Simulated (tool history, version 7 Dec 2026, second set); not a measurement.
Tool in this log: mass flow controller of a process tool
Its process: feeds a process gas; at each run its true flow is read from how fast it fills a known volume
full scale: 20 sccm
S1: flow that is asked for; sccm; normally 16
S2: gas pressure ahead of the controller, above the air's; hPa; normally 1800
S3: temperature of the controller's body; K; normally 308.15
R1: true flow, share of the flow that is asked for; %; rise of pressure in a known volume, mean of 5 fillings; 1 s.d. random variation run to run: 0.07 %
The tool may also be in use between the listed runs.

run    hour  S1    S2      S3      R1
  1     0.0  16  1800  308.15   99.85
  2   111.3  16  1800  308.15   99.83
  3   211.0  16  1800  308.15   99.89
  4   344.6  16  1800  308.15   99.85
  5   415.4  16  1800  294.15  101.02
  6   509.4  16  1800  294.15  101.10
  7   584.1   4  1800  294.15  101.66
  8   682.8   4  1800  294.15  101.73
  9   813.0   4  1800  294.15  101.82
 10   909.5   4  1800  294.15  101.90
 11   995.6   4  1800  294.15  101.98
 12  1115.8   4  1800  294.15  102.03
 13  1227.3   4  1800  294.15  102.03
 14  1359.4   4  1800  294.15  102.13
 15  1438.4  10  1800  305.15  100.31
 16  1522.4  10  1800  305.15  100.46
 17  1591.2  10  1800  309.15  100.00
 18  1694.3  10  2290  303.15  100.72
 19  1789.6  14  2730  308.15  100.22
 20  1921.4   7  1870  297.15  101.34
 21  2027.4   7  1870  297.15  101.36
 22  2118.6   5  2350  306.15  101.10
 23  2236.7   5  2350  306.15  101.30
 24  2291.3  16  1890  294.15  101.42
 25  2426.0  17  1720  303.15  100.59
 26  2537.9  17  1720  303.15  100.72
 27  2653.6  17  1720  303.15  100.56
 28  2725.0   2  1800  308.15  103.94

Predict each of these 3 candidate next runs independently; none follows another, all start after run 28:
  A  2832.6  11  1690  308.15   ?
  B  2832.6   6  1760  308.15   ?
  C  2832.6   2  1630  296.15   ?

run      R1
  A  100.38
  B  101.01
  C  104.92
With no hidden state in the tool, these same runs would have given:
run     R1
  A  98.84
  B  98.76
  C  99.56
